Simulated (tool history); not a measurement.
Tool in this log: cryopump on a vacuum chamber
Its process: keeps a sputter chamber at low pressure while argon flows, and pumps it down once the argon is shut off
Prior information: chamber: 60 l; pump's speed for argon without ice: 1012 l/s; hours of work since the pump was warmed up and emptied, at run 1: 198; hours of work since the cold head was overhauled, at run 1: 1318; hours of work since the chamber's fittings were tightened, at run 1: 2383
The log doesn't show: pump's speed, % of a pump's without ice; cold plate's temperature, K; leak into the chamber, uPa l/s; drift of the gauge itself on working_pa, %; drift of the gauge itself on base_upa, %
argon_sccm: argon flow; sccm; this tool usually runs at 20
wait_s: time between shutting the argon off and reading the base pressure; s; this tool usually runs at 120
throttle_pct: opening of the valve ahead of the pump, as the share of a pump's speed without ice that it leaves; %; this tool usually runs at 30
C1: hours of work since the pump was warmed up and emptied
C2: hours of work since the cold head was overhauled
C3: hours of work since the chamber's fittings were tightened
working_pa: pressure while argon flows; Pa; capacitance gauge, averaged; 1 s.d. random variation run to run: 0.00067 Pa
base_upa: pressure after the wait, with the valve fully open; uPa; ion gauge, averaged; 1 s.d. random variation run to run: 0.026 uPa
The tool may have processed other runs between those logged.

run 1 hour=0.0 | argon_sccm=20 wait_s=120 throttle_pct=30 | C1=198 C2=1318 C3=2383 | working_pa=0.1146 base_upa=2.81
run 2 hour=69.4 | argon_sccm=20 wait_s=120 throttle_pct=30 | C1=231 C2=1351 C3=2417 | working_pa=0.1140 base_upa=2.77
run 3 hour=110.7 | argon_sccm=20 wait_s=120 throttle_pct=30 | C1=251 C2=1370 C3=2436 | working_pa=0.1139 base_upa=2.81
run 4 hour=151.4 | argon_sccm=37 wait_s=120 throttle_pct=30 | C1=270 C2=1390 C3=2456 | working_pa=0.2097 base_upa=2.91
run 5 hour=218.4 | argon_sccm=20 wait_s=120 throttle_pct=30 | C1=302 C2=1422 C3=2488 | working_pa=0.1163 base_upa=2.92
run 6 hour=270.0 | argon_sccm=20 wait_s=120 throttle_pct=30 | C1=327 C2=1447 C3=2513 | working_pa=0.1149 base_upa=2.88
run 7 hour=305.5 | argon_sccm=20 wait_s=120 throttle_pct=30 | C1=344 C2=1464 C3=2529 | working_pa=0.1152 base_upa=2.97
run 8 hour=357.6 | argon_sccm=20 wait_s=120 throttle_pct=30 | C1=369 C2=1489 C3=2554 | working_pa=0.1159 base_upa=2.97
run 9 hour=393.4 | argon_sccm=20 wait_s=120 throttle_pct=30 | C1=386 C2=1506 C3=2572 | working_pa=0.1151 base_upa=3.01
run 10 hour=453.8 | argon_sccm=20 wait_s=120 throttle_pct=20 | C1=415 C2=1535 C3=2600 | working_pa=0.1711 base_upa=3.15
run 11 hour=503.7 | argon_sccm=20 wait_s=120 throttle_pct=30 | C1=439 C2=1559 C3=2624 | working_pa=0.1150 base_upa=3.10
run 12 hour=569.8 | argon_sccm=20 wait_s=265 throttle_pct=30 | C1=471 C2=1590 C3=2656 | working_pa=0.1165 base_upa=2.72
run 13 hour=600.6 | argon_sccm=34 wait_s=120 throttle_pct=30 | C1=485 C2=1605 C3=2671 | working_pa=0.1991 base_upa=3.29
run 14 hour=665.8 | argon_sccm=34 wait_s=120 throttle_pct=30 | C1=517 C2=1636 C3=2702 | working_pa=0.1998 base_upa=3.21
run 15 hour=695.6 | argon_sccm=34 wait_s=120 throttle_pct=30 | C1=531 C2=1650 C3=2716 | working_pa=0.1994 base_upa=3.29
-- hour=736.1 pump warmed up, emptied and cooled again
run 16 hour=745.5 | argon_sccm=34 wait_s=120 throttle_pct=30 | C1=5 C2=1672 C3=2738 | working_pa=0.1916 base_upa=2.87
run 17 hour=778.7 | argon_sccm=20 wait_s=120 throttle_pct=38 | C1=20 C2=1688 C3=2754 | working_pa=0.0884 base_upa=3.01
run 18 hour=842.9 | argon_sccm=20 wait_s=120 throttle_pct=38 | C1=51 C2=1718 C3=2784 | working_pa=0.0896 base_upa=3.04
run 19 hour=890.7 | argon_sccm=20 wait_s=120 throttle_pct=38 | C1=74 C2=1741 C3=2807 | working_pa=0.0878 base_upa=3.05
run 20 hour=941.7 | argon_sccm=12 wait_s=23 throttle_pct=38 | C1=98 C2=1766 C3=2831 | working_pa=0.0535 base_upa=6.28
run 21 hour=1002.6 | argon_sccm=16 wait_s=120 throttle_pct=28 | C1=128 C2=1795 C3=2861 | working_pa=0.0977 base_upa=3.07
-- hour=1022.4 leaking fittings of the chamber tightened, without venting
run 22 hour=1054.8 | argon_sccm=19 wait_s=120 throttle_pct=29 | C1=152 C2=1819 C3=16 | working_pa=0.1118 base_upa=1.06
run 23 hour=1088.4 | argon_sccm=20 wait_s=71 throttle_pct=30 | C1=168 C2=1835 C3=32 | working_pa=0.1144 base_upa=1.72
run 24 hour=1149.1 | argon_sccm=24 wait_s=41 throttle_pct=30 | C1=197 C2=1864 C3=61 | working_pa=0.1373 base_upa=2.70
run 25 hour=1186.4 | argon_sccm=20 wait_s=125 throttle_pct=30 | C1=215 C2=1882 C3=79 | working_pa=0.1123 base_upa=1.16
run 26 hour=1231.1 | argon_sccm=20 wait_s=125 throttle_pct=30 | C1=236 C2=1903 C3=100 | working_pa=0.1141 base_upa=1.18
run 27 hour=1284.1 | argon_sccm=24 wait_s=57 throttle_pct=30 | C1=261 C2=1929 C3=125 | working_pa=0.1370 base_upa=2.17
run 28 hour=1329.1 | argon_sccm=24 wait_s=57 throttle_pct=30 | C1=283 C2=1950 C3=147 | working_pa=0.1379 base_upa=2.13
run 29 hour=1358.9 | argon_sccm=24 wait_s=129 throttle_pct=21 | C1=297 C2=1964 C3=161 | working_pa=0.1943 base_upa=1.20
run 30 hour=1404.3 | argon_sccm=27 wait_s=35 throttle_pct=45 | C1=319 C2=1986 C3=183 | working_pa=0.1048 base_upa=3.05
run 31 hour=1438.5 | argon_sccm=27 wait_s=35 throttle_pct=55 | C1=335 C2=2002 C3=199 | working_pa=0.0872 base_upa=3.18
run 32 hour=1496.4 | argon_sccm=27 wait_s=35 throttle_pct=55 | C1=363 C2=2030 C3=227 | working_pa=0.0874 base_upa=3.29
run 33 hour=1526.9 | argon_sccm=32 wait_s=113 throttle_pct=36 | C1=377 C2=2045 C3=241 | working_pa=0.1568 base_upa=1.35

Forecast each of these 4 alternatives for the next run:
run A hour=1580.6 | argon_sccm=25 wait_s=280 throttle_pct=27 | C1=403 C2=2070 C3=267 | working_pa=? base_upa=?
run B hour=1580.6 | argon_sccm=13 wait_s=46 throttle_pct=30 | C1=403 C2=2070 C3=267 | working_pa=? base_upa=?
run C hour=1580.6 | argon_sccm=20 wait_s=72 throttle_pct=32 | C1=403 C2=2070 C3=267 | working_pa=? base_upa=?
run D hour=1580.6 | argon_sccm=23 wait_s=23 throttle_pct=18 | C1=403 C2=2070 C3=267 | working_pa=? base_upa=?

run=A working_pa=0.1617 base_upa=0.89
run=B working_pa=0.0761 base_upa=2.61
run=C working_pa=0.1084 base_upa=1.82
run=D working_pa=0.2178 base_upa=4.62
With no hidden state in the tool, these same runs would have given:
run=A working_pa=0.1559 base_upa=0.65
run=B working_pa=0.0731 base_upa=2.36
run=C working_pa=0.1038 base_upa=1.58
run=D working_pa=0.2126 base_upa=4.38

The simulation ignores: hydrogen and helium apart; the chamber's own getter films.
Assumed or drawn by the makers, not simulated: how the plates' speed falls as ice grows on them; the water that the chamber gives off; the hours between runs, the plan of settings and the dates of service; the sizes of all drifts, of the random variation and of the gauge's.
